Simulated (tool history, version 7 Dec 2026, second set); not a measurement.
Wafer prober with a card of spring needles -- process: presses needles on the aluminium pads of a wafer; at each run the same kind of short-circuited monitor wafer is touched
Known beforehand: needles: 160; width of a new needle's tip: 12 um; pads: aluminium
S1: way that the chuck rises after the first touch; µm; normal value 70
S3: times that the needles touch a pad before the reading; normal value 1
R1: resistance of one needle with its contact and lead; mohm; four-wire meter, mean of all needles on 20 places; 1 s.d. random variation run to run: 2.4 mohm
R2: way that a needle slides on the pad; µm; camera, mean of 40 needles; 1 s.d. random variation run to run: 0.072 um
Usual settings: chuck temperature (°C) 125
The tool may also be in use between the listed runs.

run 1 hour=0.0 | S1=70 chuck_temperature_(°C)=125 S3=1 | R1=275 R2=18.74
run 2 hour=53.3 | S1=70 chuck_temperature_(°C)=125 S3=1 | R1=333 R2=18.65
run 3 hour=134.6 | S1=70 chuck_temperature_(°C)=125 S3=1 | R1=276 R2=18.51
run 4 hour=206.5 | S1=70 chuck_temperature_(°C)=125 S3=1 | R1=347 R2=18.29
run 5 hour=270.1 | S1=79 chuck_temperature_(°C)=125 S3=1 | R1=295 R2=20.66
run 6 hour=343.5 | S1=79 chuck_temperature_(°C)=125 S3=1 | R1=326 R2=20.66
run 7 hour=385.6 | S1=79 chuck_temperature_(°C)=125 S3=1 | R1=283 R2=20.41
run 8 hour=446.3 | S1=79 chuck_temperature_(°C)=125 S3=1 | R1=324 R2=21.39
run 9 hour=529.0 | S1=70 chuck_temperature_(°C)=125 S3=1 | R1=338 R2=18.69
run 10 hour=566.3 | S1=70 chuck_temperature_(°C)=125 S3=1 | R1=345 R2=18.54
run 11 hour=631.3 | S1=70 chuck_temperature_(°C)=125 S3=1 | R1=278 R2=18.36
run 12 hour=723.5 | S1=70 chuck_temperature_(°C)=125 S3=2 | R1=312 R2=18.26
run 13 hour=763.6 | S1=89 chuck_temperature_(°C)=40 S3=3 | R1=271 R2=23.44
run 14 hour=838.2 | S1=89 chuck_temperature_(°C)=40 S3=3 | R1=267 R2=23.27
run 15 hour=900.3 | S1=89 chuck_temperature_(°C)=40 S3=3 | R1=269 R2=23.10
run 16 hour=950.9 | S1=89 chuck_temperature_(°C)=40 S3=2 | R1=276 R2=23.89
run 17 hour=1038.9 | S1=70 chuck_temperature_(°C)=25 S3=1 | R1=333 R2=18.61
run 18 hour=1093.0 | S1=74 chuck_temperature_(°C)=60 S3=2 | R1=298 R2=19.56
run 19 hour=1149.6 | S1=59 chuck_temperature_(°C)=60 S3=2 | R1=329 R2=15.33
run 20 hour=1242.2 | S1=70 chuck_temperature_(°C)=125 S3=2 | R1=320 R2=18.14
run 21 hour=1304.8 | S1=70 chuck_temperature_(°C)=125 S3=2 | R1=274 R2=18.15

Between the runs listed above, the log contained 72 entries, not reproduced here. Where in the sequence does each belong, and how does what the log doesn't record of the tool's condition differ from the listed run before to the listed run after?
Runs 1 to 2: tips cleaned on abrasive film (hour 16.7); tips cleaned on abrasive film (hour 37.2)
  debris on the tips, nm: 12.8 -> 128; way that the needles fall short of the set height, um: 0.26 -> 0.52; tips' diameter, um: 14.27 -> 15.45
  measured less the result without the state, R1: +7 -> +68 mohm; R2: -0.07 -> -0.14 µm
Runs 2 to 3: tips cleaned on abrasive film (hour 57.6); tips cleaned on abrasive film (hour 74.2); tips cleaned on abrasive film (hour 94.9); tips cleaned on abrasive film (hour 115.6); tips cleaned on abrasive film (hour 134.6)
  debris on the tips, nm: 128 -> 10.3; way that the needles fall short of the set height, um: 0.52 -> 1.05; tips' diameter, um: 15.45 -> 15.63
  measured less the result without the state, R1: +68 -> +8 mohm; R2: -0.14 -> -0.28 µm
Runs 3 to 4: tips cleaned on abrasive film (hour 155.2); tips cleaned on abrasive film (hour 171.9); tips cleaned on abrasive film (hour 192.3)
  debris on the tips, nm: 10.3 -> 128.3; way that the needles fall short of the set height, um: 1.05 -> 1.36; tips' diameter, um: 15.63 -> 15.74
  measured less the result without the state, R1: +8 -> +73 mohm; R2: -0.28 -> -0.36 µm
Runs 4 to 5: tips cleaned on abrasive film (hour 210.8); tips cleaned on abrasive film, once more (hour 227.2); tips cleaned on abrasive film (hour 247.4); tips cleaned on abrasive film (hour 267.9)
  debris on the tips, nm: 128.3 -> 59.1; way that the needles fall short of the set height, um: 1.36 -> 1.88; tips' diameter, um: 15.74 -> 15.93
  measured less the result without the state, R1: +73 -> +28 mohm; R2: -0.36 -> -0.50 µm
Runs 5 to 6: tips cleaned on abrasive film (hour 286.8); tips cleaned on abrasive film (hour 307.1); tips cleaned on abrasive film (hour 327.8)
  debris on the tips, nm: 59.1 -> 127.4; way that the needles fall short of the set height, um: 1.88 -> 2.25; tips' diameter, um: 15.93 -> 16.06
  measured less the result without the state, R1: +28 -> +60 mohm; R2: -0.50 -> -0.60 µm
Runs 6 to 7: tips cleaned on abrasive film (hour 347.8); tips cleaned on abrasive film (hour 364.4); tips cleaned on abrasive film (hour 385.3)
  debris on the tips, nm: 127.4 -> 25.5; way that the needles fall short of the set height, um: 2.25 -> 2.63; tips' diameter, um: 16.06 -> 16.19
  measured less the result without the state, R1: +60 -> +13 mohm; R2: -0.60 -> -0.71 µm
Runs 7 to 8: tips cleaned on abrasive film (hour 402.0); tips cleaned on abrasive film (hour 422.6); tips cleaned on abrasive film (hour 439.3); height of the first contact set anew (hour 443.7)
  debris on the tips, nm: 25.5 -> 117.2; way that the needles fall short of the set height, um: 2.63 -> 0; tips' diameter, um: 16.19 -> 16.32
  measured less the result without the state, R1: +13 -> +54 mohm; R2: -0.71 -> +0.00 µm
Runs 8 to 9: tips cleaned on abrasive film (hour 458.9); tips cleaned on abrasive film (hour 479.7); tips cleaned on abrasive film (hour 496.4); tips cleaned on abrasive film (hour 513.1)
  debris on the tips, nm: 117.2 -> 128.6; way that the needles fall short of the set height, um: 0 -> 0.53; tips' diameter, um: 16.32 -> 16.51
  measured less the result without the state, R1: +54 -> +74 mohm; R2: +0.00 -> -0.14 µm
Runs 9 to 10: tips cleaned on abrasive film (hour 533.3); tips cleaned on abrasive film (hour 549.9)
  way that the needles fall short of the set height, um: 0.53 -> 0.74; tips' diameter, um: 16.51 -> 16.58
  measured less the result without the state, R1: +74 -> +77 mohm; R2: -0.14 -> -0.20 µm
Runs 10 to 11: tips cleaned on abrasive film (hour 570.4); tips cleaned on abrasive film (hour 591.2); tips cleaned on abrasive film (hour 612.0); tips cleaned on abrasive film (hour 631.3)
  debris on the tips, nm: 128.6 -> 9.2; way that the needles fall short of the set height, um: 0.74 -> 1.18; tips' diameter, um: 16.58 -> 16.74
  measured less the result without the state, R1: +77 -> +9 mohm; R2: -0.20 -> -0.32 µm
Runs 11 to 12: tips cleaned on abrasive film (hour 652.2); tips cleaned on abrasive film (hour 668.9); tips cleaned on abrasive film (hour 685.5); tips cleaned on abrasive film (hour 702.2); tips cleaned on abrasive film (hour 718.9)
  debris on the tips, nm: 9.2 -> 108.6; way that the needles fall short of the set height, um: 1.18 -> 1.79; tips' diameter, um: 16.74 -> 16.95
  measured less the result without the state, R1: +9 -> +43 mohm; R2: -0.32 -> -0.48 µm
Runs 12 to 13: tips cleaned on abrasive film (hour 736.0); tips cleaned on abrasive film (hour 752.7)
  debris on the tips, nm: 108.6 -> 125.4; way that the needles fall short of the set height, um: 1.79 -> 2.02; tips' diameter, um: 16.95 -> 17.03
  measured less the result without the state, R1: +43 -> +23 mohm; R2: -0.48 -> -0.54 µm
Runs 13 to 14: tips cleaned on abrasive film (hour 771.7); tips cleaned on abrasive film (hour 792.6); tips cleaned on abrasive film (hour 809.3); tips cleaned on abrasive film (hour 825.9)
  debris on the tips, nm: 125.4 -> 126.4; way that the needles fall short of the set height, um: 2.02 -> 2.51; tips' diameter, um: 17.03 -> 17.2
  measured less the result without the state, R1: +23 -> +23 mohm; R2: -0.54 -> -0.68 µm
Runs 14 to 15: tips cleaned on abrasive film (hour 846.2); tips cleaned on abrasive film (hour 866.4); tips cleaned on abrasive film (hour 887.0)
  debris on the tips, nm: 126.4 -> 126.3; way that the needles fall short of the set height, um: 2.51 -> 2.84; tips' diameter, um: 17.2 -> 17.32
  measured less the result without the state, R1: +23 -> +24 mohm; R2: -0.68 -> -0.77 µm
Runs 15 to 16: tips cleaned on abrasive film (hour 904.5); tips cleaned on abrasive film (hour 921.2); height of the first contact set anew (hour 925.6); tips cleaned on abrasive film (hour 938.2)
  debris on the tips, nm: 126.3 -> 127.6; way that the needles fall short of the set height, um: 2.84 -> 0.1; tips' diameter, um: 17.32 -> 17.44
  measured less the result without the state, R1: +24 -> +36 mohm; R2: -0.77 -> -0.03 µm
Runs 16 to 17: tips cleaned on abrasive film (hour 954.9); tips cleaned on abrasive film (hour 971.5); tips cleaned on abrasive film (hour 992.1); tips cleaned on abrasive film (hour 1008.8); tips cleaned on abrasive film (hour 1029.2)
  debris on the tips, nm: 127.6 -> 120.4; way that the needles fall short of the set height, um: 0.1 -> 0.69; tips' diameter, um: 17.44 -> 17.65
  measured less the result without the state, R1: +36 -> +91 mohm; R2: -0.03 -> -0.18 µm
Runs 17 to 18: tips cleaned on abrasive film (hour 1047.0); tips cleaned on abrasive film (hour 1063.7); tips cleaned on abrasive film (hour 1084.5)
  debris on the tips, nm: 120.4 -> 121.8; way that the needles fall short of the set height, um: 0.69 -> 0.95; tips' diameter, um: 17.65 -> 17.74
  measured less the result without the state, R1: +91 -> +49 mohm; R2: -0.18 -> -0.26 µm
Runs 18 to 19: tips cleaned on abrasive film (hour 1101.4); tips cleaned on abrasive film (hour 1121.8); tips cleaned on abrasive film (hour 1138.5)
  debris on the tips, nm: 121.8 -> 125.7; way that the needles fall short of the set height, um: 0.95 -> 1.39; tips' diameter, um: 17.74 -> 17.9
  measured less the result without the state, R1: +49 -> +78 mohm; R2: -0.26 -> -0.37 µm
Runs 19 to 20: tips cleaned on abrasive film (hour 1158.0); tips cleaned on abrasive film (hour 1174.7); tips cleaned on abrasive film (hour 1195.5); tips cleaned on abrasive film (hour 1212.2); tips cleaned on abrasive film (hour 1233.0)
  debris on the tips, nm: 125.7 -> 119.8; way that the needles fall short of the set height, um: 1.39 -> 1.99; tips' diameter, um: 17.9 -> 18.11
  measured less the result without the state, R1: +78 -> +52 mohm; R2: -0.37 -> -0.54 µm
Runs 20 to 21: tips cleaned on abrasive film (hour 1250.6); tips cleaned on abrasive film (hour 1267.3); tips cleaned on abrasive film (hour 1287.7); tips cleaned on abrasive film (hour 1304.8)
  debris on the tips, nm: 119.8 -> 12.2; way that the needles fall short of the set height, um: 1.99 -> 2.42; tips' diameter, um: 18.11 -> 18.26
  measured less the result without the state, R1: +52 -> +9 mohm; R2: -0.54 -> -0.65 µm
